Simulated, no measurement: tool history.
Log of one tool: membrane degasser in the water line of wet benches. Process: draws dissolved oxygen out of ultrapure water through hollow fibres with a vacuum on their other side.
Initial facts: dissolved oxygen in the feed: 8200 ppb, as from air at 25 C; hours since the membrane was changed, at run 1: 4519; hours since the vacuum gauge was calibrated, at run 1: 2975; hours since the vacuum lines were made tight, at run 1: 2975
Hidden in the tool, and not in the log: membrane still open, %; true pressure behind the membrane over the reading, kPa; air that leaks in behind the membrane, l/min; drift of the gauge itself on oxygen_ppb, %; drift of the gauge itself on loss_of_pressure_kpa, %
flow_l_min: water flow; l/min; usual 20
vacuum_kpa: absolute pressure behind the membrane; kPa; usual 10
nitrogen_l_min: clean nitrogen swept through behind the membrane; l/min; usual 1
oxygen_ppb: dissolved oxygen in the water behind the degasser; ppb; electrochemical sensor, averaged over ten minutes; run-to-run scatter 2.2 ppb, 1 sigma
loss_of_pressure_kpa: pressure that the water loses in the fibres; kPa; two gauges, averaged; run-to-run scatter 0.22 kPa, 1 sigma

run,hour,flow_l_min,vacuum_kpa,nitrogen_l_min,hours since the membrane was changed,hours since the vacuum gauge was calibrated,hours since the vacuum lines were made tight,oxygen_ppb,loss_of_pressure_kpa
1,0,20,10,1,4519,2975,2975,306.6,55.69
2,117.8,20,10,1.6,4637,3093,3093,205,55.95
3,277.5,20,10,0.54,4797,3252,3252,503.8,56
4,371.9,20,10,0.54,4891,3347,3347,509,56.01
5,548.7,20,10,0.54,5068,3523,3523,508.9,55.76
6,691.2,20,10,0.54,5211,3666,3666,502.4,55.93
7,828.3,20,10,0.54,5348,3803,3803,505.7,56.56
8,1009.3,20,10,0.54,5529,3984,3984,507.4,56.32
9,1188.9,20,10,0.54,5708,4164,4164,509.7,56.53
10,1352.5,20,22.4,0.54,5872,4327,4327,1296.8,56.11
11,1458.8,20,10,1,5978,4434,4434,313.8,56.45
12,1598.5,20,17.3,1,6118,4573,4573,609.1,56.43
13,1772.3,12,10,1,6292,4747,4747,199.3,34.06
14,1857.4,20,10,0.79,6377,4832,4832,374.5,56.94
15,1937.4,20,10,0.75,6457,4912,4912,396.8,56.96
16,2031.1,15,10,1,6550,5006,5006,243.3,42.67
17,2130.8,15,10,1,6650,5106,5106,243.9,42.62
18,2238.7,19,7.1,1,6758,5213,5213,183.6,53.94
19,2418.7,19,7.1,1,6938,5393,5393,183.1,53.65
20,2510.3,29,8.7,0.95,7030,5485,5485,378.6,82.16
21,2668.6,31,19.8,2.34,7188,5643,5643,517.8,87.94
22,2768,12,12.5,0.91,7287,5743,5743,292.9,34.36
# hour 2831.1: vacuum gauge calibrated
23,2935,20,10,1,7454,104,5909,302.3,57.15
24,3110.6,20,7.6,2.9,7630,280,6085,77.5,57.26
25,3254.8,18,23.3,1.94,7774,424,6229,431.1,51.65
26,3404.9,20,10.6,0.63,7924,574,6379,472.9,57.33
27,3518.4,20,10,1.8,8037,687,6493,181,56.84
28,3644.7,20,14.1,0.93,8164,814,6619,502,57.08
29,3745.8,30,14.1,0.88,8265,915,6720,734.9,86.14
30,3919.1,14,14.1,1.01,8438,1088,6893,345.1,40.11
31,4110.4,14,14.1,1.01,8629,1279,7085,346.9,40.6

Below are 4 alternative next runs, each starting from the tool's condition after run 31. Predict each:
A,4296.8,30,20,1.01,8816,1466,7271,?,?
B,4296.8,24,14.1,1.75,8816,1466,7271,?,?
C,4296.8,14,8.7,1.01,8816,1466,7271,?,?
D,4296.8,28,9.9,1.15,8816,1466,7271,?,?

run,oxygen_ppb,loss_of_pressure_kpa
A,981.1,86.02
B,346.5,69.03
C,181,40.38
D,361.6,80.13
Had the tool no hidden state, the same runs would have come out as:
run,oxygen_ppb,loss_of_pressure_kpa
A,968.2,81.75
B,337.6,65.62
C,174.4,38.39
D,351.5,76.15
